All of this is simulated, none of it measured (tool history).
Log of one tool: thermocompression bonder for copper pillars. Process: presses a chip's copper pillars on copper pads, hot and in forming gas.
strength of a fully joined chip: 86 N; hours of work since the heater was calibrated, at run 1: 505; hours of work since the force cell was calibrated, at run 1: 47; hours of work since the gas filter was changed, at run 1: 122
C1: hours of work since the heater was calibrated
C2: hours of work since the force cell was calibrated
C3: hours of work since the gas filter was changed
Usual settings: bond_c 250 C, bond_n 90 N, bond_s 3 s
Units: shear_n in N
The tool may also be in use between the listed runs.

Run 1, hour 0.0: usual settings; C1 505; C2 47; C3 122. Result: shear_n 35.6 N.
Run 2, hour 9.3: usual settings; C1 509; C2 51; C3 126. Result: shear_n 35.4 N.
Run 3, hour 16.9: usual settings; C1 512; C2 54; C3 129. Result: shear_n 35.2 N.
Run 4, hour 23.5: usual settings; C1 515; C2 57; C3 132. Result: shear_n 36.1 N.
At hour 31.0: heater calibrated with a thermocouple chip.
Run 5, hour 33.0: usual settings; C1 1; C2 60; C3 135. Result: shear_n 34.8 N.
Run 6, hour 43.2: usual settings; C1 5; C2 65; C3 140. Result: shear_n 35.2 N.
Run 7, hour 52.6: usual settings but bond_s 6 s; C1 9; C2 69; C3 144. Result: shear_n 45.9 N.
Run 8, hour 65.4: usual settings but bond_s 6 s; C1 15; C2 74; C3 149. Result: shear_n 44.9 N.
Run 9, hour 71.0: usual settings but bond_s 6 s; C1 17; C2 77; C3 152. Result: shear_n 45.5 N.
Run 10, hour 83.4: usual settings but bond_s 6 s; C1 23; C2 82; C3 157. Result: shear_n 45.5 N.
Run 11, hour 89.9: usual settings but bond_s 6 s; C1 25; C2 85; C3 160. Result: shear_n 45.7 N.
Run 12, hour 101.9: usual settings but bond_s 6 s; C1 30; C2 90; C3 165. Result: shear_n 44.8 N.
Run 13, hour 115.1: usual settings but bond_s 6 s; C1 36; C2 95; C3 171. Result: shear_n 45.3 N.
Run 14, hour 128.2: usual settings but bond_s 6 s; C1 42; C2 101; C3 176. Result: shear_n 45.0 N.
Run 15, hour 137.7: usual settings but bond_s 7 s; C1 46; C2 105; C3 180. Result: shear_n 47.3 N.
Run 16, hour 148.3: usual settings but bond_s 7 s; C1 50; C2 110; C3 185. Result: shear_n 47.0 N.
Run 17, hour 155.5: usual settings but bond_s 7 s; C1 53; C2 113; C3 188. Result: shear_n 48.3 N.
Run 18, hour 161.5: usual settings but bond_s 7 s; C1 56; C2 115; C3 190. Result: shear_n 46.9 N.
Run 19, hour 172.0: usual settings but bond_s 7 s; C1 61; C2 120; C3 195. Result: shear_n 46.4 N.
Run 20, hour 178.5: usual settings; C1 63; C2 123; C3 198. Result: shear_n 35.2 N.
Run 21, hour 187.4: usual settings but bond_c 255 C, bond_n 55 N, bond_s 2 s; C1 67; C2 126; C3 202. Result: shear_n 21.7 N.
Run 22, hour 197.6: usual settings but bond_c 279 C, bond_n 93 N, bond_s 4 s; C1 72; C2 131; C3 206. Result: shear_n 60.6 N.
Run 23, hour 210.8: usual settings but bond_c 279 C, bond_n 93 N, bond_s 4 s; C1 77; C2 137; C3 212. Result: shear_n 59.6 N.
Run 24, hour 222.1: usual settings but bond_n 70 N, bond_s 7 s; C1 82; C2 141; C3 216. Result: shear_n 37.3 N.
Run 25, hour 234.3: usual settings but bond_c 261 C, bond_n 107 N, bond_s 8 s; C1 87; C2 147; C3 222. Result: shear_n 64.3 N.
Run 26, hour 241.0: usual settings but bond_c 254 C, bond_s 5 s; C1 90; C2 150; C3 225. Result: shear_n 45.1 N.
Run 27, hour 253.3: usual settings but bond_c 230 C; C1 95; C2 155; C3 230. Result: shear_n 23.5 N.
Run 28, hour 265.2: usual settings but bond_c 230 C; C1 101; C2 160; C3 235. Result: shear_n 24.2 N.
Run 29, hour 277.4: usual settings but bond_c 230 C, bond_n 79 N, bond_s 2 s; C1 106; C2 165; C3 240. Result: shear_n 18.1 N.
Run 30, hour 286.8: usual settings but bond_c 230 C, bond_s 2 s; C1 110; C2 169; C3 244. Result: shear_n 19.6 N.
Run 31, hour 295.9: usual settings but bond_c 230 C, bond_s 2 s; C1 114; C2 173; C3 248. Result: shear_n 19.8 N.
Run 32, hour 307.2: usual settings but bond_c 244 C, bond_n 111 N, bond_s 5 s; C1 119; C2 178; C3 253. Result: shear_n 44.5 N.
Run 33, hour 318.3: usual settings but bond_c 244 C, bond_n 99 N, bond_s 5 s; C1 123; C2 183; C3 258. Result: shear_n 41.5 N.
Run 34, hour 329.5: usual settings but bond_c 229 C, bond_s 2 s; C1 128; C2 188; C3 263. Result: shear_n 18.8 N.
Run 35, hour 336.6: usual settings but bond_c 229 C, bond_s 2 s; C1 131; C2 191; C3 266. Result: shear_n 19.2 N.
Run 36, hour 342.8: usual settings but bond_c 278 C, bond_n 113 N, bond_s 2 s; C1 134; C2 193; C3 268. Result: shear_n 56.2 N.
Run 37, hour 352.5: usual settings but bond_c 249 C, bond_n 56 N, bond_s 6 s; C1 138; C2 197; C3 272. Result: shear_n 30.0 N.
At hour 353.9: forming gas filter changed.
Run 38, hour 360.8: usual settings but bond_c 249 C, bond_n 55 N, bond_s 2 s; C1 141; C2 201; C3 3. Result: shear_n 18.3 N.
Run 39, hour 367.0: usual settings but bond_c 249 C, bond_n 55 N, bond_s 2 s; C1 144; C2 203; C3 6. Result: shear_n 18.9 N.

Forecast each of these 4 alternatives for the next run:
Run A, hour 378.7: usual settings but bond_c 235 C, bond_n 94 N, bond_s 2 s; C1 149; C2 208; C3 11. Result: shear_n ?.
Run B, hour 378.7: usual settings but bond_c 223 C, bond_s 7 s; C1 149; C2 208; C3 11. Result: shear_n ?.
Run C, hour 378.7: usual settings but bond_c 260 C, bond_n 55 N, bond_s 6 s; C1 149; C2 208; C3 11. Result: shear_n ?.
Run D, hour 378.7: usual settings but bond_c 257 C, bond_n 55 N, bond_s 2 s; C1 149; C2 208; C3 11. Result: shear_n ?.

run  shear_n
  A     23.4
  B     29.7
  C     36.7
  D     22.2
Without the tool's hidden state the same runs would have given:
run  shear_n
  A     23.3
  B     29.6
  C     36.6
  D     22.1
